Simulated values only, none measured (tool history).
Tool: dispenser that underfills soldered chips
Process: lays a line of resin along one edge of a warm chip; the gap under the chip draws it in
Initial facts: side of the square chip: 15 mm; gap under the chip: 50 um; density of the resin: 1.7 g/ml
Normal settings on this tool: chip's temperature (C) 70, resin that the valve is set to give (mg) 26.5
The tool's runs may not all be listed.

run,hour,chip's temperature (C),resin that the valve is set to give (mg),time until the resin shows at the far edge (s),resin that the valve gave (mg)
1,0.0,70,26.5,561.6,25.87
2,7.3,80,26.5,254.4,25.86
3,13.1,80,26.5,334.3,25.70
4,17.3,80,26.5,221.0,25.73
5,24.2,70,26.5,515.0,25.59
6,31.9,70,26.5,407.8,25.56
7,37.3,70,26.5,517.2,25.61
8,42.5,70,26.5,361.4,25.37
9,47.8,70,26.5,474.0,25.49
10,53.8,83,26.5,169.9,25.24
11,62.3,70,27.1,507.8,26.06
12,67.4,70,26.5,353.2,25.50
13,74.7,70,31.0,491.2,29.68
14,83.1,70,31.0,376.0,29.54
15,92.4,70,31.0,328.0,29.50
16,97.8,73,31.0,365.2,29.42
17,107.2,73,31.0,308.7,29.04
18,115.0,73,31.0,446.7,29.16
19,121.4,79,30.2,230.5,30.02
20,127.0,79,30.2,307.0,30.14
21,134.0,75,27.0,291.2,26.88
22,139.0,75,27.0,372.9,26.73
23,148.3,83,26.0,206.9,25.69
24,153.8,83,26.0,273.4,25.57
25,162.5,83,26.0,223.5,25.67
26,170.0,58,26.5,636.4,26.06
27,174.0,82,26.7,219.7,26.07
28,179.0,82,26.7,279.1,26.15
29,185.9,82,26.7,206.5,26.06
30,193.6,85,23.5,273.4,23.01
31,198.5,57,23.6,802.4,22.91
32,203.4,65,22.5,674.4,21.99
33,212.7,69,34.3,413.6,33.35
34,216.7,59,34.3,869.9,33.10
35,225.4,79,31.6,249.4,30.42
36,234.7,79,31.6,208.8,30.35

Put back what was entered between runs (20 entries, withheld): which listed runs does each sit between, and how does the hidden state differ from the listed run before to the listed run after?
In the gap between runs 1 and 2: new syringe of resin (hour 1.5)
  resin's viscosity, % of fresh resin's: 180.2 -> 134.4; dose that the valve gives, % of what is set: 97.67 -> 97.43; true chip temperature over the reading, C: -0.31 -> -0.34
  difference, measured minus the result without the unlogged condition, time until the resin shows at the far edge (s): +256.8 -> +69.6; resin that the valve gave (mg): -0.62 -> -0.68
In the gap between runs 3 and 4: new syringe of resin (hour 14.2)
  resin's viscosity, % of fresh resin's: 180 -> 117.3; dose that the valve gives, % of what is set: 97.22 -> 97.1; true chip temperature over the reading, C: -0.37 -> -0.39
  difference, measured minus the result without the unlogged condition, time until the resin shows at the far edge (s): +153.3 -> +37.6; resin that the valve gave (mg): -0.73 -> -0.77
In the gap between runs 5 and 6: new syringe of resin (hour 27.3)
  resin's viscosity, % of fresh resin's: 165.7 -> 128; dose that the valve gives, % of what is set: 96.88 -> 96.62; true chip temperature over the reading, C: -0.42 -> -0.46
  difference, measured minus the result without the unlogged condition, time until the resin shows at the far edge (s): +213.3 -> +99.3; resin that the valve gave (mg): -0.82 -> -0.89
In the gap between runs 7 and 8: new syringe of resin (hour 39.9)
  resin's viscosity, % of fresh resin's: 168.1 -> 113.9; dose that the valve gives, % of what is set: 96.45 -> 96.28; true chip temperature over the reading, C: -0.48 -> -0.5
  difference, measured minus the result without the unlogged condition, time until the resin shows at the far edge (s): +220.0 -> +55.4; resin that the valve gave (mg): -0.94 -> -0.98
In the gap between runs 9 and 10: new syringe of resin (hour 53.0)
  resin's viscosity, % of fresh resin's: 149 -> 104.9; dose that the valve gives, % of what is set: 96.08 -> 95.89; true chip temperature over the reading, C: -0.53 -> -0.55
  difference, measured minus the result without the unlogged condition, time until the resin shows at the far edge (s): +167.7 -> +13.9; resin that the valve gave (mg): -1.04 -> -1.08
In the gap between runs 11 and 12: new syringe of resin (hour 65.7)
  resin's viscosity, % of fresh resin's: 160.9 -> 109.8; dose that the valve gives, % of what is set: 95.59 -> 95.43; true chip temperature over the reading, C: -0.59 -> -0.61
  difference, measured minus the result without the unlogged condition, time until the resin shows at the far edge (s): +205.2 -> +45.4; resin that the valve gave (mg): -1.20 -> -1.22
In the gap between runs 13 and 14: new syringe of resin (hour 78.7)
  resin's viscosity, % of fresh resin's: 158.5 -> 123.8; dose that the valve gives, % of what is set: 95.18 -> 94.91; true chip temperature over the reading, C: -0.65 -> -0.69
  difference, measured minus the result without the unlogged condition, time until the resin shows at the far edge (s): +193.6 -> +85.2; resin that the valve gave (mg): -1.50 -> -1.58
In the gap between runs 14 and 15: new syringe of resin (hour 91.6)
  resin's viscosity, % of fresh resin's: 123.8 -> 105.1; dose that the valve gives, % of what is set: 94.91 -> 94.6; true chip temperature over the reading, C: -0.69 -> -0.73
  difference, measured minus the result without the unlogged condition, time until the resin shows at the far edge (s): +85.2 -> +29.6; resin that the valve gave (mg): -1.58 -> -1.68
In the gap between runs 16 and 17: new syringe of resin (hour 104.3)
  resin's viscosity, % of fresh resin's: 137.4 -> 115.9; dose that the valve gives, % of what is set: 94.4 -> 94.08; true chip temperature over the reading, C: -0.75 -> -0.79
  difference, measured minus the result without the unlogged condition, time until the resin shows at the far edge (s): +111.6 -> +55.3; resin that the valve gave (mg): -1.74 -> -1.83
In the gap between runs 18 and 19: dispensing valve cleaned and set on the balance (hour 117.2); new syringe of resin (hour 118.2)
  resin's viscosity, % of fresh resin's: 171.1 -> 118.3; dose that the valve gives, % of what is set: 93.8 -> 99.76; true chip temperature over the reading, C: -0.83 -> -0.86
  difference, measured minus the result without the unlogged condition, time until the resin shows at the far edge (s): +198.6 -> +43.9; resin that the valve gave (mg): -1.93 -> -0.08
In the gap between runs 20 and 21: new syringe of resin (hour 131.0)
  resin's viscosity, % of fresh resin's: 157.2 -> 116.7; dose that the valve gives, % of what is set: 99.56 -> 99.32; true chip temperature over the reading, C: -0.88 -> -0.91
  difference, measured minus the result without the unlogged condition, time until the resin shows at the far edge (s): +120.3 -> +53.5; resin that the valve gave (mg): -0.14 -> -0.19
In the gap between runs 22 and 23: new syringe of resin (hour 144.1)
  resin's viscosity, % of fresh resin's: 149.6 -> 124; dose that the valve gives, % of what is set: 99.17 -> 98.87; true chip temperature over the reading, C: -0.93 -> -0.98
  difference, measured minus the result without the unlogged condition, time until the resin shows at the far edge (s): +135.7 -> +48.4; resin that the valve gave (mg): -0.22 -> -0.30
In the gap between runs 24 and 25: new syringe of resin (hour 156.7)
  resin's viscosity, % of fresh resin's: 162.9 -> 134; dose that the valve gives, % of what is set: 98.69 -> 98.38; true chip temperature over the reading, C: -1 -> -1.04
  difference, measured minus the result without the unlogged condition, time until the resin shows at the far edge (s): +114.2 -> +65.8; resin that the valve gave (mg): -0.34 -> -0.42
In the gap between runs 25 and 26: new syringe of resin (hour 169.7)
  resin's viscosity, % of fresh resin's: 134 -> 101.6; dose that the valve gives, % of what is set: 98.38 -> 98.12; true chip temperature over the reading, C: -1.04 -> -1.07
  difference, measured minus the result without the unlogged condition, time until the resin shows at the far edge (s): +65.8 -> +50.1; resin that the valve gave (mg): -0.42 -> -0.50
In the gap between runs 28 and 29: new syringe of resin (hour 182.7)
  resin's viscosity, % of fresh resin's: 160.1 -> 117; dose that the valve gives, % of what is set: 97.8 -> 97.6; true chip temperature over the reading, C: -1.11 -> -1.15
  difference, measured minus the result without the unlogged condition, time until the resin shows at the far edge (s): +114.9 -> +40.8; resin that the valve gave (mg): -0.59 -> -0.64
In the gap between runs 30 and 31: new syringe of resin (hour 195.4)
  resin's viscosity, % of fresh resin's: 172.3 -> 115.4; dose that the valve gives, % of what is set: 97.32 -> 97.17; true chip temperature over the reading, C: -1.19 -> -1.21
  difference, measured minus the result without the unlogged condition, time until the resin shows at the far edge (s): +125.1 -> +160.6; resin that the valve gave (mg): -0.63 -> -0.67
In the gap between runs 32 and 33: new syringe of resin (hour 208.1)
  resin's viscosity, % of fresh resin's: 147.7 -> 125.1; dose that the valve gives, % of what is set: 97.01 -> 96.7; true chip temperature over the reading, C: -1.23 -> -1.27
  difference, measured minus the result without the unlogged condition, time until the resin shows at the far edge (s): +253.0 -> +105.2; resin that the valve gave (mg): -0.68 -> -1.13
In the gap between runs 34 and 35: new syringe of resin (hour 221.0)
  resin's viscosity, % of fresh resin's: 152.6 -> 124.7; dose that the valve gives, % of what is set: 96.58 -> 96.31; true chip temperature over the reading, C: -1.29 -> -1.33
  difference, measured minus the result without the unlogged condition, time until the resin shows at the far edge (s): +341.2 -> +63.1; resin that the valve gave (mg): -1.18 -> -1.16
In the gap between runs 35 and 36: new syringe of resin (hour 233.6)
  resin's viscosity, % of fresh resin's: 124.7 -> 104.7; dose that the valve gives, % of what is set: 96.31 -> 96.03; true chip temperature over the reading, C: -1.33 -> -1.37
  difference, measured minus the result without the unlogged condition, time until the resin shows at the far edge (s): +63.1 -> +23.5; resin that the valve gave (mg): -1.16 -> -1.25
